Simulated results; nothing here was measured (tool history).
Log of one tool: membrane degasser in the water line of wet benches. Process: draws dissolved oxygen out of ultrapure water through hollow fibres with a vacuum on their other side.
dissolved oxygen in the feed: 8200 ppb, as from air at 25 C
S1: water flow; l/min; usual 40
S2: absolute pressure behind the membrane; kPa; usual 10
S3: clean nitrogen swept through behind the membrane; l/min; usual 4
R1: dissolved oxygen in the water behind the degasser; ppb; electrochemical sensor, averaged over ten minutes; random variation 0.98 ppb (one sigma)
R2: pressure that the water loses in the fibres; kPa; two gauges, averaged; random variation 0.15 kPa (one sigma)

run 1 hour=0 | S1=40 S2=10 S3=4 | R1=176.2 R2=27.21
run 2 hour=103.3 | S1=40 S2=10 S3=4 | R1=175.9 R2=27.42
run 3 hour=171.9 | S1=40 S2=10 S3=7.18 | R1=107.8 R2=27.38
run 4 hour=249 | S1=40 S2=10 S3=3.4 | R1=200.7 R2=27.23
run 5 hour=408.5 | S1=58 S2=10 S3=4 | R1=296.5 R2=39.37
run 6 hour=577.1 | S1=58 S2=10 S3=4 | R1=298.6 R2=39.86
run 7 hour=673.5 | S1=58 S2=10 S3=4 | R1=299.7 R2=39.87
run 8 hour=754.8 | S1=58 S2=10 S3=4 | R1=296.3 R2=39.64
run 9 hour=919.5 | S1=58 S2=10 S3=4 | R1=295.5 R2=39.45
run 10 hour=1032.8 | S1=58 S2=10 S3=4 | R1=297.3 R2=39.87
run 11 hour=1167.8 | S1=58 S2=10 S3=4 | R1=297.6 R2=39.71
run 12 hour=1258.2 | S1=40 S2=10.8 S3=4 | R1=195.3 R2=27.44
run 13 hour=1415.1 | S1=40 S2=10.8 S3=4 | R1=193.9 R2=27.26
run 14 hour=1555.2 | S1=40 S2=23 S3=4 | R1=463.4 R2=27.41
run 15 hour=1667.1 | S1=40 S2=23 S3=4 | R1=465.1 R2=27.27
-- hour=1677.6 vacuum gauge calibrated
run 16 hour=1791 | S1=40 S2=10.7 S3=7.22 | R1=119.2 R2=27.71
run 17 hour=1890.3 | S1=40 S2=10.7 S3=4.02 | R1=192 R2=27.4
-- hour=1956.6 vacuum gauge calibrated, once more
run 18 hour=2008.9 | S1=40 S2=13.9 S3=6.44 | R1=176.9 R2=27.26
run 19 hour=2136 | S1=40 S2=13.9 S3=6.44 | R1=177.8 R2=27.56
run 20 hour=2284.2 | S1=27 S2=18.4 S3=5.51 | R1=181.9 R2=18.79
run 21 hour=2448.3 | S1=32 S2=18.4 S3=6.01 | R1=203.2 R2=22.16
run 22 hour=2587.2 | S1=32 S2=18.4 S3=6.01 | R1=201.1 R2=22.18
run 23 hour=2710.2 | S1=26 S2=16.3 S3=7.28 | R1=118.1 R2=17.66

Forecast each of these 5 alternatives for the next run:
run A hour=2796 | S1=26 S2=6.2 S3=3.21 | R1=? R2=?
run B hour=2796 | S1=29 S2=10.3 S3=7.28 | R1=? R2=?
run C hour=2796 | S1=27 S2=13 S3=4 | R1=? R2=?
run D hour=2796 | S1=49 S2=20 S3=9.99 | R1=? R2=?
run E hour=2796 | S1=62 S2=14.9 S3=1.79 | R1=? R2=?

run=A R1=61.9 R2=17.87
run=B R1=73.5 R2=19.79
run=C R1=159.9 R2=18.74
run=D R1=240.5 R2=34.01
run=E R1=849.1 R2=42.71
Without the tool's hidden state the same runs would have given:
run=A R1=60.1 R2=17.27
run=B R1=71.4 R2=19.12
run=C R1=156.7 R2=18.11
run=D R1=231.6 R2=32.87
run=E R1=834.5 R2=41.27
